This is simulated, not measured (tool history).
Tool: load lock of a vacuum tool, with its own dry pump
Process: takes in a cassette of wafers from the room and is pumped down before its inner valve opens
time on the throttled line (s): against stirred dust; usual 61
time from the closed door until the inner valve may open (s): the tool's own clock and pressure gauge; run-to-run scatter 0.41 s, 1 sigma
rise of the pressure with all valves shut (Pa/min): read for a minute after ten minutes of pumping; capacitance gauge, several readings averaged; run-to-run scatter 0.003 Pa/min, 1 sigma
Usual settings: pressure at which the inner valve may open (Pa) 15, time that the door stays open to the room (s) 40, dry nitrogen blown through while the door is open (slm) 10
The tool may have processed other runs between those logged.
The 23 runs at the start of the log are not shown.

run,day,time on the throttled line (s),pressure at which the inner valve may open (Pa),time that the door stays open to the room (s),dry nitrogen blown through while the door is open (slm),"incoming humidity of the room's air, %",time from the closed door until the inner valve may open (s),rise of the pressure with all valves shut (Pa/min)
24,250.233,75,24,34,40,45.7,106.4,0.091
25,258.792,52,15,40,10,45.9,91.6,0.108
26,273.071,61,24,77,11,42.7,95.7,0.127
27,279.862,52,18,145,7,42.9,91.1,0.169
28,289.071,52,18,141,12,48.1,90.4,0.171
29,297.775,60,15,69,10,46.3,98.6,0.139
30,312.225,60,14,69,28,44.9,98.2,0.125
31,321.817,55,15,62,10,43.4,95.0,0.139
32,334.642,101,15,62,10,45.1,132.3,0.155
33,344.600,101,20,62,20,46.3,128.6,0.146
34,352.154,92,20,62,19,51.0,122.9,0.152
35,361.912,61,14,50,28,43.7,99.3,0.136
36,370.808,61,14,50,28,45.5,100.5,0.145
37,384.279,63,16,40,10,49.7,101.2,0.163
38,393.862,63,12,40,10,45.6,102.1,0.164

Predict each of these 3 candidate next runs independently; none follows another, all start after run 38:
A,407.225,61,15,88,5,42.7,?,?
B,407.225,63,26,40,10,46.8,?,?
C,407.225,78,15,40,21,47.9,?,?

run,time from the closed door until the inner valve may open (s),rise of the pressure with all valves shut (Pa/min)
A,99.6,0.202
B,97.8,0.173
C,113.1,0.166
With the hidden condition removed and each run's random variation left untouched, the same runs would have given:
run,time from the closed door until the inner valve may open (s),rise of the pressure with all valves shut (Pa/min)
A,94.5,0.075
B,93.1,0.046
C,108.4,0.041
